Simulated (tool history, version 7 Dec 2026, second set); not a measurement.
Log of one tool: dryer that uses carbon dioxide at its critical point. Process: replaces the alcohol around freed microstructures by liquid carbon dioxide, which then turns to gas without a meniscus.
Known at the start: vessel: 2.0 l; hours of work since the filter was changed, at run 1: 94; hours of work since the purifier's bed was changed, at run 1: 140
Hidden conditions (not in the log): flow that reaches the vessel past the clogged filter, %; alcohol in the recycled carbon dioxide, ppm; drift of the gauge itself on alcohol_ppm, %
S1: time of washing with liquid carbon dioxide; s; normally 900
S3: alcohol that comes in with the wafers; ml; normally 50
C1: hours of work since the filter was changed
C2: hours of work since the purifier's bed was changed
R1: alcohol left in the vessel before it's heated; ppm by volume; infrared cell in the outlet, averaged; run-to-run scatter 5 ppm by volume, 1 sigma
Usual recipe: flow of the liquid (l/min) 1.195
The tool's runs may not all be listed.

run 1 day=0 | S1=900 flow_of_the_liquid_(l/min)=1.195 S3=50 | C1=94 C2=140 | R1=24
run 2 day=0.342 | S1=900 flow_of_the_liquid_(l/min)=1.195 S3=50 | C1=99 C2=144 | R1=27
run 3 day=0.779 | S1=540 flow_of_the_liquid_(l/min)=1.195 S3=50 | C1=105 C2=150 | R1=255
run 4 day=1.612 | S1=540 flow_of_the_liquid_(l/min)=1.195 S3=50 | C1=116 C2=161 | R1=269
run 5 day=2.112 | S1=540 flow_of_the_liquid_(l/min)=1.195 S3=50 | C1=123 C2=168 | R1=281
run 6 day=2.879 | S1=540 flow_of_the_liquid_(l/min)=1.52 S3=50 | C1=133 C2=179 | R1=76
run 7 day=3.533 | S1=540 flow_of_the_liquid_(l/min)=1.52 S3=50 | C1=142 C2=187 | R1=89
run 8 day=4.042 | S1=540 flow_of_the_liquid_(l/min)=1.52 S3=46 | C1=149 C2=194 | R1=89
run 9 day=4.808 | S1=540 flow_of_the_liquid_(l/min)=1.52 S3=46 | C1=159 C2=205 | R1=88
run 10 day=5.308 | S1=540 flow_of_the_liquid_(l/min)=1.52 S3=46 | C1=166 C2=211 | R1=87
run 11 day=5.983 | S1=540 flow_of_the_liquid_(l/min)=1.52 S3=46 | C1=175 C2=220 | R1=91
-- day=6.212 inlet filter changed
run 12 day=6.454 | S1=540 flow_of_the_liquid_(l/min)=1.52 S3=22 | C1=3 C2=226 | R1=39
run 13 day=6.967 | S1=540 flow_of_the_liquid_(l/min)=1.52 S3=22 | C1=10 C2=233 | R1=48
run 14 day=7.783 | S1=900 flow_of_the_liquid_(l/min)=1.195 S3=50 | C1=21 C2=244 | R1=32
run 15 day=8.175 | S1=900 flow_of_the_liquid_(l/min)=1.195 S3=50 | C1=26 C2=249 | R1=29
run 16 day=8.946 | S1=900 flow_of_the_liquid_(l/min)=1.195 S3=50 | C1=37 C2=260 | R1=32
run 17 day=9.633 | S1=1080 flow_of_the_liquid_(l/min)=1.195 S3=50 | C1=46 C2=269 | R1=30
run 18 day=10.167 | S1=1080 flow_of_the_liquid_(l/min)=1.195 S3=50 | C1=53 C2=276 | R1=24
run 19 day=10.508 | S1=1080 flow_of_the_liquid_(l/min)=1.195 S3=50 | C1=58 C2=281 | R1=36
run 20 day=11.042 | S1=900 flow_of_the_liquid_(l/min)=1.22 S3=50 | C1=65 C2=288 | R1=38
run 21 day=11.754 | S1=900 flow_of_the_liquid_(l/min)=1.22 S3=50 | C1=75 C2=298 | R1=39
run 22 day=12.529 | S1=900 flow_of_the_liquid_(l/min)=1.195 S3=50 | C1=85 C2=308 | R1=27
run 23 day=13.05 | S1=900 flow_of_the_liquid_(l/min)=1.195 S3=50 | C1=92 C2=315 | R1=39
run 24 day=13.6 | S1=900 flow_of_the_liquid_(l/min)=1.195 S3=50 | C1=100 C2=323 | R1=39
run 25 day=14.1 | S1=1320 flow_of_the_liquid_(l/min)=1.195 S3=50 | C1=107 C2=330 | R1=35
run 26 day=14.712 | S1=1260 flow_of_the_liquid_(l/min)=1.69 S3=51 | C1=115 C2=338 | R1=28
run 27 day=15.292 | S1=1260 flow_of_the_liquid_(l/min)=1.69 S3=51 | C1=123 C2=346 | R1=39
run 28 day=15.758 | S1=1260 flow_of_the_liquid_(l/min)=1.69 S3=51 | C1=129 C2=352 | R1=32
run 29 day=16.608 | S1=1260 flow_of_the_liquid_(l/min)=1.58 S3=60 | C1=140 C2=363 | R1=35
run 30 day=17.312 | S1=1260 flow_of_the_liquid_(l/min)=1.58 S3=60 | C1=150 C2=373 | R1=37
run 31 day=17.833 | S1=1260 flow_of_the_liquid_(l/min)=1.94 S3=60 | C1=157 C2=380 | R1=33

Run 32 has not been measured yet. What should we expect?
run 32 day=18.3 | S1=960 flow_of_the_liquid_(l/min)=1.195 S3=23 | C1=163 C2=386 | R1=?

{"run 32": {"R1": 39}}
With the hidden condition absent and the run-to-run variation left alone, this run would have shown R1 7 ppm by volume.
